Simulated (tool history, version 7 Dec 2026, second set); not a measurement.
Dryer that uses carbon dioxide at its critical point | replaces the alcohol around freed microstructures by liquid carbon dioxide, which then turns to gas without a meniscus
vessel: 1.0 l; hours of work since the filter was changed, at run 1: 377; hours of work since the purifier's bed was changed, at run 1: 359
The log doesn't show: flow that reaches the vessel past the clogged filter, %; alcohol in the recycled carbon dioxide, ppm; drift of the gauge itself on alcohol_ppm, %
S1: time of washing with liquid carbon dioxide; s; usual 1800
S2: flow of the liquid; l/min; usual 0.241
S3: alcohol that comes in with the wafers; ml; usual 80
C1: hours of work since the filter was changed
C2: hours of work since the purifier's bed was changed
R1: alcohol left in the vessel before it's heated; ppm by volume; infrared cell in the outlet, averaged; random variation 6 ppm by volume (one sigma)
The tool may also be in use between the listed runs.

| run | hour | S1 | S2 | S3 | C1 | C2 | R1 |
|---|---|---|---|---|---|---|---|
| 1 | 0.0 | 1800 | 0.241 | 80 | 377 | 359 | 336 |
| 2 | 18.9 | 1800 | 0.241 | 80 | 388 | 371 | 366 |
| 3 | 34.4 | 1800 | 0.241 | 80 | 398 | 381 | 351 |
| 4 | 43.5 | 1800 | 0.397 | 80 | 404 | 386 | 54 |
| 5 | 62.5 | 1800 | 0.397 | 80 | 415 | 398 | 39 |
| 6 | 77.9 | 1800 | 0.397 | 59 | 425 | 408 | 42 |
| 7 | 87.6 | 1800 | 0.241 | 80 | 431 | 414 | 378 |
| 8 | 105.0 | 1800 | 0.241 | 80 | 442 | 425 | 388 |
| 9 | 117.2 | 1800 | 0.241 | 100 | 449 | 432 | 468 |
| 10 | 130.2 | 1800 | 0.241 | 100 | 458 | 440 | 483 |
| 11 | 147.5 | 1800 | 0.241 | 100 | 468 | 451 | 497 |
| 12 | 166.1 | 1800 | 0.241 | 100 | 480 | 463 | 488 |
| 13 | 175.4 | 1680 | 0.289 | 80 | 486 | 468 | 224 |
| 14 | 186.2 | 1680 | 0.289 | 80 | 492 | 475 | 224 |
| 15 | 199.0 | 2520 | 0.215 | 53 | 500 | 483 | 116 |
| 16 | 213.5 | 1800 | 0.154 | 80 | 509 | 492 | 2751 |
| 17 | 223.3 | 1440 | 0.241 | 34 | 515 | 498 | 502 |
| 18 | 236.1 | 1200 | 0.167 | 38 | 523 | 506 | 3232 |
| 19 | 251.8 | 1440 | 0.241 | 80 | 533 | 516 | 1121 |
| 20 | 268.7 | 1140 | 0.206 | 80 | 544 | 526 | 4494 |
| 21 | 289.0 | 1500 | 0.206 | 80 | 556 | 539 | 1879 |
| 22 | 301.5 | 1800 | 0.206 | 96 | 564 | 547 | 1102 |
|  | 308.1 | inlet filter changed |
| 23 | 312.8 | 1800 | 0.206 | 96 | 3 | 553 | 688 |
| 24 | 327.7 | 1800 | 0.340 | 21 | 12 | 562 | 51 |

Forecast each of these 3 alternatives for the next run:
| A | 338.5 | 1800 | 0.241 | 97 | 19 | 569 | ? |
| B | 338.5 | 2340 | 0.175 | 35 | 19 | 569 | ? |
| C | 338.5 | 1380 | 0.340 | 41 | 19 | 569 | ? |

| run | R1 |
|---|---|
| A | 312 |
| B | 190 |
| C | 120 |
Without the tool's hidden state the same runs would have given:
| run | R1 |
|---|---|
| A | 257 |
| B | 140 |
| C | 72 |
